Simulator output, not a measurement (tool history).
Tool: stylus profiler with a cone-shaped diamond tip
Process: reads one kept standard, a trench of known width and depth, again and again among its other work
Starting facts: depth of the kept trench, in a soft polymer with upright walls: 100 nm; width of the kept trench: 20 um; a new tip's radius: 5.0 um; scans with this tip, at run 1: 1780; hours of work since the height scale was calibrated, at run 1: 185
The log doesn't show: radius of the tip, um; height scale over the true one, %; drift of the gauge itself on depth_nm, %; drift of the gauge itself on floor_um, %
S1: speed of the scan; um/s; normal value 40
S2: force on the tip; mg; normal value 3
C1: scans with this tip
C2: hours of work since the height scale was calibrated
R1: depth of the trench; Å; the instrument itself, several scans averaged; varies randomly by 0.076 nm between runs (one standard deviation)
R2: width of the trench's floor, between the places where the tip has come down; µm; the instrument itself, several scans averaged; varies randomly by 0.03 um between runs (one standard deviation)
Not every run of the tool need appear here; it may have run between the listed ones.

Run 1, hour 0: usual settings; C1 1780; C2 185. Result: R1 1009.2 Å, R2 17.76 µm.
Run 2, hour 12.2: usual settings but S1 82 um/s; C1 1863; C2 194. Result: R1 1009.7 Å, R2 17.56 µm.
Run 3, hour 25.4: usual settings but S1 36 um/s; C1 1955; C2 204. Result: R1 1010.2 Å, R2 17.81 µm.
Run 4, hour 32.7: usual settings but S1 36 um/s; C1 2005; C2 209. Result: R1 1009.8 Å, R2 17.83 µm.
Run 5, hour 44.7: usual settings but S1 36 um/s; C1 2088; C2 217. Result: R1 1010.1 Å, R2 17.77 µm.
Run 6, hour 61.2: usual settings but S1 36 um/s; C1 2201; C2 229. Result: R1 1011.8 Å, R2 17.72 µm.
Run 7, hour 70: usual settings but S1 36 um/s; C1 2262; C2 235. Result: R1 1009.8 Å, R2 17.77 µm.
Run 8, hour 81.9: usual settings; C1 2344; C2 244. Result: R1 1009.7 Å, R2 17.76 µm.
Run 9, hour 97.8: usual settings but S1 48 um/s; C1 2453; C2 255. Result: R1 1009.1 Å, R2 17.66 µm.
Run 10, hour 106.7: usual settings; C1 2514; C2 262. Result: R1 1012 Å, R2 17.73 µm.
Run 11, hour 123.4: usual settings; C1 2629; C2 274. Result: R1 1008.3 Å, R2 17.76 µm.
Run 12, hour 139.3: usual settings; C1 2739; C2 285. Result: R1 1010.1 Å, R2 17.74 µm.
Run 13, hour 154.9: usual settings; C1 2846; C2 296. Result: R1 1009 Å, R2 17.76 µm.
Run 14, hour 171.5: usual settings but S1 108 um/s; C1 2961; C2 308. Result: R1 1010.2 Å, R2 17.47 µm.
Run 15, hour 180.5: usual settings but S1 108 um/s; C1 3023; C2 315. Result: R1 1010.1 Å, R2 17.48 µm.
Run 16, hour 197.1: usual settings but S1 108 um/s; C1 3137; C2 327. Result: R1 1009.4 Å, R2 17.48 µm.
Run 17, hour 212.5: usual settings but S2 1.27 mg; C1 3243; C2 338. Result: R1 1006.1 Å, R2 17.66 µm.
Run 18, hour 221: usual settings; C1 3302; C2 344. Result: R1 1010 Å, R2 17.7 µm.
Run 19, hour 230.2: usual settings; C1 3365; C2 350. Result: R1 1010.8 Å, R2 17.7 µm.
Run 20, hour 243.8: usual settings but S2 3.88 mg; C1 3459; C2 360. Result: R1 1012 Å, R2 17.66 µm.
Run 21, hour 254.8: usual settings but S2 4.7 mg; C1 3535; C2 368. Result: R1 1012.7 Å, R2 17.75 µm.
Run 22, hour 263: usual settings but S1 149 um/s, S2 2.4 mg; C1 3591; C2 374. Result: R1 1009 Å, R2 17.23 µm.
Run 23, hour 272.1: usual settings but S1 16 um/s, S2 5.25 mg; C1 3654; C2 380. Result: R1 1013.9 Å, R2 17.84 µm.
At hour 273.3: height scale calibrated on a step standard.
Run 24, hour 285.6: usual settings but S2 4.15 mg; C1 3743; C2 9. Result: R1 1013.4 Å, R2 17.72 µm.
Run 25, hour 297.2: usual settings but S1 10 um/s, S2 1.04 mg; C1 3823; C2 17. Result: R1 1004.9 Å, R2 17.83 µm.
Run 26, hour 310.7: usual settings but S1 104 um/s, S2 2.9 mg; C1 3916; C2 27. Result: R1 1010.7 Å, R2 17.47 µm.
Run 27, hour 323.3: usual settings but S2 4 mg; C1 4002; C2 36. Result: R1 1013.6 Å, R2 17.68 µm.
Run 28, hour 330.1: usual settings but S1 23 um/s, S2 1.21 mg; C1 4050; C2 41. Result: R1 1007.5 Å, R2 17.71 µm.
Run 29, hour 337.8: usual settings but S1 23 um/s, S2 1.21 mg; C1 4102; C2 46. Result: R1 1006.8 Å, R2 17.74 µm.
Run 30, hour 345.4: usual settings but S1 23 um/s, S2 1.21 mg; C1 4155; C2 52. Result: R1 1007.3 Å, R2 17.74 µm.
Run 31, hour 360: usual settings but S1 23 um/s, S2 1.21 mg; C1 4256; C2 62. Result: R1 1006.7 Å, R2 17.69 µm.
At hour 369.7: height scale calibrated on a step standard, once more.
Run 32, hour 373: usual settings but S1 23 um/s, S2 1.21 mg; C1 4342; C2 2. Result: R1 1005.8 Å, R2 17.75 µm.
Run 33, hour 381.2: usual settings but S1 35 um/s, S2 3.15 mg; C1 4398; C2 8. Result: R1 1009.1 Å, R2 17.71 µm.
Run 34, hour 389.2: usual settings but S1 78 um/s, S2 3.15 mg; C1 4453; C2 14. Result: R1 1008.1 Å, R2 17.54 µm.
Run 35, hour 403.3: usual settings but S1 78 um/s, S2 3.15 mg; C1 4550; C2 24. Result: R1 1008.6 Å, R2 17.5 µm.
Run 36, hour 411.4: usual settings but S1 11 um/s, S2 2.53 mg; C1 4606; C2 30. Result: R1 1006.7 Å, R2 17.8 µm.
Run 37, hour 418.8: usual settings but S1 11 um/s, S2 1.28 mg; C1 4657; C2 35. Result: R1 1003.7 Å, R2 17.71 µm.
Run 38, hour 425.5: usual settings but S1 54 um/s, S2 1 mg; C1 4703; C2 40. Result: R1 1004.5 Å, R2 17.43 µm.
Run 39, hour 433.9: usual settings but S1 16 um/s, S2 3.35 mg; C1 4761; C2 46. Result: R1 1010.7 Å, R2 17.78 µm.
Run 40, hour 447.9: usual settings but S1 53 um/s, S2 2.76 mg; C1 4857; C2 56. Result: R1 1009.9 Å, R2 17.55 µm.
Run 41, hour 457: usual settings but S1 53 um/s, S2 2.76 mg; C1 4920; C2 63. Result: R1 1008.1 Å, R2 17.57 µm.
Run 42, hour 468.9: usual settings but S1 19 um/s, S2 4.23 mg; C1 5002; C2 71. Result: R1 1011 Å, R2 17.71 µm.

Each row is a separate what-if for the run after 42, all from the same tool condition, not one after another. Results?
Run A, hour 480.5: usual settings but S1 37 um/s; C1 5082; C2 79. Result: R1 ?, R2 ?.
Run B, hour 480.5: usual settings but S1 123 um/s, S2 3.81 mg; C1 5082; C2 79. Result: R1 ?, R2 ?.
Run C, hour 480.5: usual settings but S1 72 um/s, S2 8.89 mg; C1 5082; C2 79. Result: R1 ?, R2 ?.

run      R1     R2
  A    1010  17.67
  B  1012.2  17.35
  C  1019.3  17.63
With the hidden condition removed and each run's random variation left untouched, the same runs would have given:
run      R1     R2
  A  1009.9  17.89
  B    1012  17.57
  C  1019.2  17.85
